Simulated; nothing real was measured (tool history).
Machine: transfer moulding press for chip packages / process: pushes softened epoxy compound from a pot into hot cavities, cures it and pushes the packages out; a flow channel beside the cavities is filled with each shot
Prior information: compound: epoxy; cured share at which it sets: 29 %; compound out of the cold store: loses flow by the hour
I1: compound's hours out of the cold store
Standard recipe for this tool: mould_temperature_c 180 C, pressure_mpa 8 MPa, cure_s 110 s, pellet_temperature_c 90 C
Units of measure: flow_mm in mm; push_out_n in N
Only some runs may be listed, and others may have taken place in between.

Run 1, hour 0: usual settings; I1 12.3. Result: flow_mm 752 mm, push_out_n 349 N.
Run 2, hour 27.7: usual settings; I1 18.5. Result: flow_mm 738 mm, push_out_n 607 N.
At hour 48.3: cavities cleaned with cleaning compound and waxed.
Run 3, hour 56.1: usual settings but pellet_temperature_c 85 C; I1 15. Result: flow_mm 750 mm, push_out_n 451 N.
Run 4, hour 82.9: usual settings but mould_temperature_c 173 C, pellet_temperature_c 85 C; I1 14.6. Result: flow_mm 775 mm, push_out_n 996 N.
At hour 97: cavities cleaned with cleaning compound and waxed.
Run 5, hour 100.1: usual settings but cure_s 114 s; I1 8.3. Result: flow_mm 759 mm, push_out_n 370 N.
Run 6, hour 115.9: usual settings but cure_s 114 s; I1 16.1. Result: flow_mm 726 mm, push_out_n 513 N.
Run 7, hour 134.5: usual settings but mould_temperature_c 175 C; I1 30.9. Result: flow_mm 689 mm, push_out_n 829 N.
At hour 143.7: cavities cleaned with cleaning compound and waxed.
Run 8, hour 151.1: usual settings but mould_temperature_c 175 C; I1 47.6. Result: flow_mm 658 mm, push_out_n 558 N.
Run 9, hour 167.9: usual settings; I1 27.6. Result: flow_mm 701 mm, push_out_n 566 N.
At hour 190.3: cavities cleaned with cleaning compound and waxed.
Run 10, hour 196.9: usual settings but cure_s 150 s; I1 30.6. Result: flow_mm 687 mm, push_out_n 330 N.
Run 11, hour 224.4: usual settings but cure_s 113 s; I1 20.5. Result: flow_mm 703 mm, push_out_n 608 N.
At hour 236.8: cavities cleaned with cleaning compound and waxed.
Run 12, hour 250.8: usual settings but mould_temperature_c 174 C, cure_s 113 s; I1 31.9. Result: flow_mm 686 mm, push_out_n 647 N.
Run 13, hour 270.6: usual settings but mould_temperature_c 174 C, cure_s 113 s; I1 26.5. Result: flow_mm 704 mm, push_out_n 810 N.
At hour 284.5: cavities cleaned with cleaning compound and waxed.
Run 14, hour 289.8: usual settings but mould_temperature_c 173 C; I1 42.8. Result: flow_mm 653 mm, push_out_n 584 N.
Run 15, hour 303.6: usual settings but mould_temperature_c 175 C, pressure_mpa 8.85 MPa, cure_s 106 s, pellet_temperature_c 84 C; I1 43.5. Result: flow_mm 682 mm, push_out_n 761 N.
Run 16, hour 324.9: usual settings but mould_temperature_c 175 C, pressure_mpa 8.85 MPa, cure_s 106 s, pellet_temperature_c 84 C; I1 40.9. Result: flow_mm 677 mm, push_out_n 894 N.
At hour 330.9: cavities cleaned with cleaning compound and waxed.
Run 17, hour 339.9: usual settings but mould_temperature_c 175 C, pressure_mpa 8.85 MPa, cure_s 106 s, pellet_temperature_c 84 C; I1 37.6. Result: flow_mm 694 mm, push_out_n 632 N.
Run 18, hour 372.8: usual settings but mould_temperature_c 178 C, pressure_mpa 8.36 MPa, cure_s 102 s, pellet_temperature_c 98 C; I1 35.9. Result: flow_mm 657 mm, push_out_n 783 N.
At hour 378.6: cavities cleaned with cleaning compound and waxed.
Run 19, hour 406.4: usual settings but mould_temperature_c 183 C, cure_s 98 s, pellet_temperature_c 94 C; I1 18. Result: flow_mm 674 mm, push_out_n 609 N.
At hour 425.5: cavities cleaned with cleaning compound and waxed.
Run 20, hour 439.3: usual settings but mould_temperature_c 183 C, cure_s 142 s, pellet_temperature_c 86 C; I1 35. Result: flow_mm 619 mm, push_out_n 403 N.
Run 21, hour 457.1: usual settings but mould_temperature_c 186 C, pressure_mpa 7.86 MPa, cure_s 93 s, pellet_temperature_c 98 C; I1 23.8. Result: flow_mm 634 mm, push_out_n 595 N.
At hour 472: cavities cleaned with cleaning compound and waxed.
Run 22, hour 472: usual settings but mould_temperature_c 188 C, pressure_mpa 6.6 MPa, cure_s 132 s, pellet_temperature_c 88 C; I1 26.9. Result: flow_mm 565 mm, push_out_n 269 N.
At hour 481.5: plunger's sealing rings changed.
Run 23, hour 501.8: usual settings but mould_temperature_c 188 C, pressure_mpa 6.6 MPa, cure_s 132 s, pellet_temperature_c 88 C; I1 29.9. Result: flow_mm 618 mm, push_out_n 441 N.
At hour 521.2: cavities cleaned with cleaning compound and waxed.
Run 24, hour 526.4: usual settings but mould_temperature_c 188 C, pressure_mpa 7.43 MPa, cure_s 148 s, pellet_temperature_c 94 C; I1 10.2. Result: flow_mm 701 mm, push_out_n 320 N.
Run 25, hour 557: usual settings but mould_temperature_c 173 C, pressure_mpa 8.11 MPa, cure_s 148 s, pellet_temperature_c 96 C; I1 41.1. Result: flow_mm 692 mm, push_out_n 550 N.
At hour 568.6: cavities cleaned with cleaning compound and waxed.
Run 26, hour 578.5: usual settings but mould_temperature_c 173 C, pressure_mpa 8.11 MPa, cure_s 148 s, pellet_temperature_c 96 C; I1 43.5. Result: flow_mm 687 mm, push_out_n 415 N.
Run 27, hour 601.2: usual settings but mould_temperature_c 173 C, pressure_mpa 8.11 MPa, cure_s 148 s, pellet_temperature_c 96 C; I1 47.6. Result: flow_mm 683 mm, push_out_n 538 N.
At hour 615.8: cavities cleaned with cleaning compound and waxed.
Run 28, hour 634: usual settings but mould_temperature_c 173 C, pressure_mpa 8.11 MPa, cure_s 148 s, pellet_temperature_c 96 C; I1 22.4. Result: flow_mm 734 mm, push_out_n 478 N.

Forecast each of these 4 alternatives for the next run:
Run A, hour 660.1: usual settings but cure_s 148 s; I1 40.3. Result: flow_mm ?, push_out_n ?.
Run B, hour 660.1: usual settings but mould_temperature_c 184 C, pressure_mpa 7.5 MPa, cure_s 148 s, pellet_temperature_c 82 C; I1 28.7. Result: flow_mm ?, push_out_n ?.
Run C, hour 660.1: usual settings but mould_temperature_c 182 C, cure_s 101 s, pellet_temperature_c 92 C; I1 30.3. Result: flow_mm ?, push_out_n ?.
Run D, hour 660.1: usual settings but mould_temperature_c 173 C, pressure_mpa 9.06 MPa, cure_s 134 s, pellet_temperature_c 96 C; I1 40.4. Result: flow_mm ?, push_out_n ?.

run  flow_mm  push_out_n
  A      660         529
  B      658         508
  C      684         683
  D      723         649
With no hidden state in the tool, these same runs would have given:
run  flow_mm  push_out_n
  A      687         275
  B      686         261
  C      713         371
  D      754         352
